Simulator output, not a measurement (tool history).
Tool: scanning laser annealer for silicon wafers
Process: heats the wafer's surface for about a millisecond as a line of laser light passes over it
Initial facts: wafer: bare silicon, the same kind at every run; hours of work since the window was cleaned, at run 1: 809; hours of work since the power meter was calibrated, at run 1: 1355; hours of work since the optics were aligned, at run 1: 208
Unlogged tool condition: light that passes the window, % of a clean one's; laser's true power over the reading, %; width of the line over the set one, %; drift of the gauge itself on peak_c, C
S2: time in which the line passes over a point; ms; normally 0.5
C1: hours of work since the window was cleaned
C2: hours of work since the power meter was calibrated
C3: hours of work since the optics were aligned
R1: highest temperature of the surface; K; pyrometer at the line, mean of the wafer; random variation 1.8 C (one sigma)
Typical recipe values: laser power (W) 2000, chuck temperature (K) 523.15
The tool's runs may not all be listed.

run 1 hour=0 | laser_power_(W)=2000 S2=0.5 chuck_temperature_(K)=523.15 | C1=809 C2=1355 C3=208 | R1=1226.15
-- hour=83.2 window over the wafer cleaned
run 2 hour=86.7 | laser_power_(W)=2000 S2=0.5 chuck_temperature_(K)=523.15 | C1=2 C2=1410 C3=263 | R1=1238.15
run 3 hour=144.8 | laser_power_(W)=1980 S2=0.5 chuck_temperature_(K)=523.15 | C1=40 C2=1448 C3=301 | R1=1225.15
run 4 hour=229.8 | laser_power_(W)=1980 S2=0.5 chuck_temperature_(K)=523.15 | C1=96 C2=1504 C3=357 | R1=1230.15
run 5 hour=312.2 | laser_power_(W)=1980 S2=0.5 chuck_temperature_(K)=523.15 | C1=149 C2=1557 C3=410 | R1=1226.15
run 6 hour=391.1 | laser_power_(W)=1980 S2=0.5 chuck_temperature_(K)=523.15 | C1=201 C2=1609 C3=462 | R1=1223.15
run 7 hour=473.4 | laser_power_(W)=1980 S2=0.5 chuck_temperature_(K)=523.15 | C1=254 C2=1662 C3=515 | R1=1223.15
run 8 hour=565.4 | laser_power_(W)=1980 S2=0.5 chuck_temperature_(K)=523.15 | C1=314 C2=1722 C3=575 | R1=1220.15
run 9 hour=642.9 | laser_power_(W)=1980 S2=0.5 chuck_temperature_(K)=523.15 | C1=365 C2=1773 C3=626 | R1=1219.15
run 10 hour=726 | laser_power_(W)=1980 S2=0.494 chuck_temperature_(K)=523.15 | C1=419 C2=1827 C3=680 | R1=1215.15
-- hour=736.2 laser's power meter calibrated
run 11 hour=784.2 | laser_power_(W)=1960 S2=0.376 chuck_temperature_(K)=523.15 | C1=455 C2=31 C3=716 | R1=1121.15
run 12 hour=833.3 | laser_power_(W)=2000 S2=0.369 chuck_temperature_(K)=523.15 | C1=487 C2=63 C3=748 | R1=1133.15
run 13 hour=915.4 | laser_power_(W)=2000 S2=0.369 chuck_temperature_(K)=489.15 | C1=540 C2=117 C3=801 | R1=1098.15
-- hour=927.1 laser's power meter calibrated, once more
run 14 hour=1016.6 | laser_power_(W)=2000 S2=0.533 chuck_temperature_(K)=502.15 | C1=604 C2=58 C3=865 | R1=1234.15
run 15 hour=1096 | laser_power_(W)=2000 S2=0.533 chuck_temperature_(K)=502.15 | C1=656 C2=110 C3=917 | R1=1232.15
-- hour=1121.3 optics aligned, line set to its width
run 16 hour=1159.8 | laser_power_(W)=2000 S2=0.533 chuck_temperature_(K)=502.15 | C1=694 C2=148 C3=25 | R1=1236.15
run 17 hour=1224.7 | laser_power_(W)=1962 S2=0.533 chuck_temperature_(K)=502.15 | C1=736 C2=191 C3=67 | R1=1218.15

Predict each of these 5 candidate next runs independently; none follows another, all start after run 17:
run A hour=1276.1 | laser_power_(W)=2100 S2=0.463 chuck_temperature_(K)=518.15 | C1=770 C2=224 C3=101 | R1=?
run B hour=1276.1 | laser_power_(W)=2000 S2=0.5 chuck_temperature_(K)=556.15 | C1=770 C2=224 C3=101 | R1=?
run C hour=1276.1 | laser_power_(W)=1812 S2=0.535 chuck_temperature_(K)=521.15 | C1=770 C2=224 C3=101 | R1=?
run D hour=1276.1 | laser_power_(W)=2000 S2=0.443 chuck_temperature_(K)=485.15 | C1=770 C2=224 C3=101 | R1=?
run E hour=1276.1 | laser_power_(W)=2031 S2=0.533 chuck_temperature_(K)=502.15 | C1=770 C2=224 C3=101 | R1=?

run=A R1=1251.15
run=B R1=1268.15
run=C R1=1168.15
run=D R1=1161.15
run=E R1=1249.15
Stripped of hidden state, with their random variation kept, the same runs would have yielded:
run=A R1=1270.15
run=B R1=1287.15
run=C R1=1185.15
run=D R1=1178.15
run=E R1=1269.15

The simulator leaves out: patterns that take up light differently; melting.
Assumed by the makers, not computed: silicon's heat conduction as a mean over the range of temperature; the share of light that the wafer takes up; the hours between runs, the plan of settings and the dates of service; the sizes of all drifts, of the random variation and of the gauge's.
